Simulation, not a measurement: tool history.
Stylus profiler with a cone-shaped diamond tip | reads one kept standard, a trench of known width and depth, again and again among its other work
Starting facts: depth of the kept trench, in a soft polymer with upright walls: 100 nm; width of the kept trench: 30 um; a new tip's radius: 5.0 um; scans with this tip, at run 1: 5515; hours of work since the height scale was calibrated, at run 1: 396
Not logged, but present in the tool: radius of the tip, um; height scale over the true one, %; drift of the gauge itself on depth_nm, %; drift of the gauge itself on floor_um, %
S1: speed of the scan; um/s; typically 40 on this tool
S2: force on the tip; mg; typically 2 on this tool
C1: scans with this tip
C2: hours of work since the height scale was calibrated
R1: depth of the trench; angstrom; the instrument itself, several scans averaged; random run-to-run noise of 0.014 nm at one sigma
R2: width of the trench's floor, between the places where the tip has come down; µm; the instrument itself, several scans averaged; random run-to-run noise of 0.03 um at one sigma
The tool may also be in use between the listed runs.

| run | hour | S1 | S2 | C1 | C2 | R1 | R2 |
|---|---|---|---|---|---|---|---|
| 1 | 0 | 40 | 2 | 5515 | 396 | 1005.9 | 27.58 |
| 2 | 131 | 40 | 2 | 6966 | 500 | 1006 | 27.54 |
| 3 | 231.1 | 40 | 5.95 | 8075 | 580 | 1012 | 27.58 |
| 4 | 296.9 | 40 | 5.95 | 8804 | 633 | 1012.1 | 27.54 |
| 5 | 397.8 | 40 | 5.95 | 9922 | 713 | 1012.5 | 27.51 |
| 6 | 477.1 | 101 | 2 | 10801 | 776 | 1006.2 | 27.06 |
| 7 | 564.5 | 40 | 5.65 | 11769 | 845 | 1012.1 | 27.52 |
| 8 | 690.7 | 40 | 5.65 | 13167 | 946 | 1012.1 | 27.45 |
| 9 | 802.3 | 40 | 5.65 | 14403 | 1035 | 1012.3 | 27.46 |
| 10 | 872.5 | 40 | 5.65 | 15181 | 1091 | 1012.7 | 27.36 |
| 11 | 999.6 | 40 | 3.49 | 16589 | 1192 | 1009.5 | 27.31 |
|  | 1094.3 | new tip fitted, height scale calibrated |
| 12 | 1128.5 | 40 | 2 | 378 | 27 | 1005.7 | 27.82 |
| 13 | 1184.7 | 40 | 2 | 1001 | 72 | 1005.9 | 27.75 |
| 14 | 1241.8 | 54 | 2 | 1634 | 117 | 1005.9 | 27.6 |
| 15 | 1306.7 | 40 | 2 | 2352 | 169 | 1006 | 27.68 |
| 16 | 1364.4 | 40 | 2 | 2992 | 215 | 1005.9 | 27.71 |
| 17 | 1470.6 | 40 | 0.69 | 4169 | 300 | 1003.5 | 27.46 |
| 18 | 1589.9 | 40 | 0.69 | 5490 | 394 | 1003.5 | 27.43 |
| 19 | 1650.6 | 46 | 0.82 | 6162 | 443 | 1003.9 | 27.35 |
| 20 | 1734.3 | 17 | 4.9 | 7089 | 509 | 1010.9 | 27.75 |
| 21 | 1840.5 | 17 | 4.9 | 8267 | 594 | 1011.4 | 27.67 |
| 22 | 1942.8 | 13 | 1.65 | 9400 | 675 | 1006 | 27.59 |
| 23 | 2030.7 | 13 | 1.61 | 10373 | 745 | 1005.8 | 27.57 |
| 24 | 2106.9 | 68 | 1.05 | 11218 | 806 | 1004.9 | 27.12 |
| 25 | 2232.7 | 86 | 3.43 | 12611 | 906 | 1009.2 | 27.2 |
| 26 | 2344 | 86 | 3.43 | 13845 | 995 | 1009.7 | 27.21 |
| 27 | 2442.6 | 86 | 3.43 | 14936 | 1073 | 1009.5 | 27.19 |
| 28 | 2545.9 | 86 | 3.43 | 16081 | 1155 | 1009.8 | 27.15 |
| 29 | 2609.1 | 86 | 1.66 | 16782 | 1206 | 1006.8 | 26.94 |
| 30 | 2672.1 | 13 | 2.67 | 17479 | 1256 | 1008.8 | 27.38 |
|  | 2682.5 | new tip fitted, height scale calibrated |
| 31 | 2742.5 | 13 | 2.67 | 664 | 48 | 1007.1 | 27.92 |
| 32 | 2856.8 | 33 | 1.16 | 1931 | 139 | 1004.3 | 27.65 |

Each row is a separate what-if for the run after 32, all from the same tool condition, not one after another. Results?
| A | 2930.4 | 21 | 3.6 | 2745 | 197 | ? | ? |
| B | 2930.4 | 33 | 3.22 | 2745 | 197 | ? | ? |
| C | 2930.4 | 13 | 1.16 | 2745 | 197 | ? | ? |

| run | R1 | R2 |
|---|---|---|
| A | 1009 | 27.8 |
| B | 1008.1 | 27.73 |
| C | 1004.5 | 27.85 |
With the hidden condition removed and each run's random variation left untouched, the same runs would have given:
| run | R1 | R2 |
|---|---|---|
| A | 1008.4 | 27.91 |
| B | 1007.4 | 27.84 |
| C | 1003.8 | 27.96 |
